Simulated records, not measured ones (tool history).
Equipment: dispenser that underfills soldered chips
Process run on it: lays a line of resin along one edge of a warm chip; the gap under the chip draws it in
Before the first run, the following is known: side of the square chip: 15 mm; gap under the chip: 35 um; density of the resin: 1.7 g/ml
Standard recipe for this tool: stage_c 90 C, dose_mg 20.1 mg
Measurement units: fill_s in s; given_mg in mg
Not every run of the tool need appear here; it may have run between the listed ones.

run   hour  stage_c  dose_mg  fill_s  given_mg
  1    0.0       90     20.1   205.5     20.04
      10.5  -- new syringe of resin
  2   15.6       90     20.1   250.7     19.90
      22.6  -- new syringe of resin
  3   27.8       90     20.1   248.6     19.76
      34.6  -- new syringe of resin
  4   37.7       90     20.1   226.4     19.61
      47.0  -- new syringe of resin
  5   52.8       90     20.1   254.4     19.58
      59.5  -- new syringe of resin
  6   64.9       98     20.1   194.4     19.45
      66.9  -- dispensing valve cleaned and set on the balance
      72.6  -- new syringe of resin
  7   76.4       98     20.1   176.5     20.01
      84.5  -- new syringe of resin
  8   86.6       98     20.1   166.1     19.78
      97.0  -- new syringe of resin
  9   98.6       98     20.1   158.1     19.79
     109.6  -- new syringe of resin
 10  110.3       96     20.1   160.4     19.67
     121.4  -- new syringe of resin
 11  125.7       96     20.1   193.1     19.42
     133.4  -- new syringe of resin
     140.0  -- dispensing valve cleaned and set on the balance
 12  140.0       96     20.1   210.5     20.19
     146.2  -- new syringe of resin
 13  154.9       90     21.3   292.4     21.16
     158.2  -- new syringe of resin
 14  163.6       90     21.3   244.1     20.97
     169.8  -- new syringe of resin
 15  178.7       82     19.5   383.6     19.11
     181.8  -- new syringe of resin
     193.0  -- new syringe of resin
 16  195.1       95     25.6   175.1     24.91
 17  202.7      101     20.1   224.9     19.45
     204.6  -- new syringe of resin
     213.2  -- dispensing valve cleaned and set on the balance
     216.9  -- new syringe of resin
 18  217.1       86     17.7   225.3     17.71
 19  226.6       97     20.2   246.0     20.04
     228.4  -- new syringe of resin
     239.6  -- new syringe of resin
 20  239.6      102     19.4   131.9     19.27
 21  248.5      100     19.2   217.2     19.03

Selected run-to-run steps in fill_s, each split into two signed amounts: the part the tool would show with no hidden state at all (from settings, incoming material and random variation), and the remainder, which goes to the hidden state together with any gauge scatter not common to the measured and the hidden-state-free results:
Hidden state present: resin's viscosity, % of fresh resin's; dose that the valve gives, % of what is set; true chip temperature over the reading, C; drift of the gauge itself on fill_s, %; drift of the gauge itself on given_mg, %.
Run 14 -> 15: stage_c 90 -> 82, dose_mg 21.3 -> 19.5, new syringe of resin. fill_s +139.5 s: hidden state +82.2, all else +57.3.
Run 15 -> 16: stage_c 82 -> 95, dose_mg 19.5 -> 25.6, new syringe of resin, new syringe of resin. fill_s -208.5 s: hidden state -120.5, all else -88.0.
Run 19 -> 20: stage_c 97 -> 102, dose_mg 20.2 -> 19.4, new syringe of resin, new syringe of resin. fill_s -114.1 s: hidden state -94.2, all else -19.9.

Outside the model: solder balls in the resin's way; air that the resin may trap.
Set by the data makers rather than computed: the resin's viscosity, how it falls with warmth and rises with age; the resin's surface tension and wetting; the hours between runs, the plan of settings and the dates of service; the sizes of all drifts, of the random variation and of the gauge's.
